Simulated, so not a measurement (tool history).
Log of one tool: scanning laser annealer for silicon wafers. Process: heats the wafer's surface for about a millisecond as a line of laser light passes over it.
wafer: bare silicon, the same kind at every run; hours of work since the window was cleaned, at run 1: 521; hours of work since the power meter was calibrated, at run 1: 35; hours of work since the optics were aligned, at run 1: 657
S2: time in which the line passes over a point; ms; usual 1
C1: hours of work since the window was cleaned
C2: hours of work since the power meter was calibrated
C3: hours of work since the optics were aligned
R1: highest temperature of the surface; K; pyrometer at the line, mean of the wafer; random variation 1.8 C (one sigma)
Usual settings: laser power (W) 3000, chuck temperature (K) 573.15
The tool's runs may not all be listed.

{"run": 1, "hour": 0.0, "laser power (W)": 3000, "S2": 1, "chuck temperature (K)": 573.15, "C1": 521, "C2": 35, "C3": 657, "R1": 1297.15}
{"run": 2, "hour": 13.1, "laser power (W)": 3000, "S2": 1, "chuck temperature (K)": 573.15, "C1": 528, "C2": 42, "C3": 664, "R1": 1299.15}
{"run": 3, "hour": 29.4, "laser power (W)": 3000, "S2": 1, "chuck temperature (K)": 573.15, "C1": 538, "C2": 52, "C3": 674, "R1": 1298.15}
{"run": 4, "hour": 41.2, "laser power (W)": 3000, "S2": 1, "chuck temperature (K)": 573.15, "C1": 545, "C2": 59, "C3": 681, "R1": 1299.15}
{"run": 5, "hour": 51.6, "laser power (W)": 3000, "S2": 1, "chuck temperature (K)": 573.15, "C1": 551, "C2": 65, "C3": 687, "R1": 1297.15}
{"run": 6, "hour": 70.2, "laser power (W)": 3000, "S2": 1, "chuck temperature (K)": 573.15, "C1": 562, "C2": 76, "C3": 698, "R1": 1295.15}
{"run": 7, "hour": 80.5, "laser power (W)": 3000, "S2": 1, "chuck temperature (K)": 573.15, "C1": 568, "C2": 82, "C3": 704, "R1": 1293.15}
{"run": 8, "hour": 90.6, "laser power (W)": 3000, "S2": 0.82, "chuck temperature (K)": 573.15, "C1": 574, "C2": 88, "C3": 710, "R1": 1234.15}
{"run": 9, "hour": 101.9, "laser power (W)": 3000, "S2": 0.82, "chuck temperature (K)": 573.15, "C1": 580, "C2": 94, "C3": 716, "R1": 1237.15}
{"run": 10, "hour": 120.7, "laser power (W)": 3000, "S2": 0.82, "chuck temperature (K)": 573.15, "C1": 592, "C2": 105, "C3": 727, "R1": 1233.15}
{"hour": 128.8, "done": "window over the wafer cleaned"}
{"run": 11, "hour": 131.7, "laser power (W)": 2773, "S2": 1, "chuck temperature (K)": 573.15, "C1": 2, "C2": 111, "C3": 733, "R1": 1248.15}
{"run": 12, "hour": 141.3, "laser power (W)": 2773, "S2": 1, "chuck temperature (K)": 573.15, "C1": 7, "C2": 116, "C3": 738, "R1": 1246.15}
{"run": 13, "hour": 153.0, "laser power (W)": 3000, "S2": 0.97, "chuck temperature (K)": 573.15, "C1": 14, "C2": 123, "C3": 745, "R1": 1312.15}
{"run": 14, "hour": 170.9, "laser power (W)": 3000, "S2": 1, "chuck temperature (K)": 581.15, "C1": 25, "C2": 134, "C3": 756, "R1": 1329.15}
{"run": 15, "hour": 186.6, "laser power (W)": 2690, "S2": 1, "chuck temperature (K)": 573.15, "C1": 34, "C2": 143, "C3": 765, "R1": 1221.15}
{"run": 16, "hour": 195.7, "laser power (W)": 2890, "S2": 1, "chuck temperature (K)": 573.15, "C1": 39, "C2": 148, "C3": 770, "R1": 1283.15}
{"run": 17, "hour": 208.0, "laser power (W)": 2970, "S2": 1, "chuck temperature (K)": 573.15, "C1": 46, "C2": 155, "C3": 777, "R1": 1313.15}
{"run": 18, "hour": 224.8, "laser power (W)": 2970, "S2": 1, "chuck temperature (K)": 573.15, "C1": 56, "C2": 165, "C3": 787, "R1": 1309.15}
{"run": 19, "hour": 242.7, "laser power (W)": 3199, "S2": 0.82, "chuck temperature (K)": 583.15, "C1": 67, "C2": 176, "C3": 798, "R1": 1325.15}
{"hour": 255.5, "done": "optics aligned, line set to its width"}
{"run": 20, "hour": 259.5, "laser power (W)": 2680, "S2": 1, "chuck temperature (K)": 573.15, "C1": 74, "C2": 183, "C3": 2, "R1": 1236.15}

Forecast run 21:
{"run": 21, "hour": 277.4, "laser power (W)": 2615, "S2": 1, "chuck temperature (K)": 600.15, "C1": 84, "C2": 193, "C3": 13, "R1": "?"}

R1: 1242.15 K
Without the tool's hidden state the same run would have given R1 1248.15 K.

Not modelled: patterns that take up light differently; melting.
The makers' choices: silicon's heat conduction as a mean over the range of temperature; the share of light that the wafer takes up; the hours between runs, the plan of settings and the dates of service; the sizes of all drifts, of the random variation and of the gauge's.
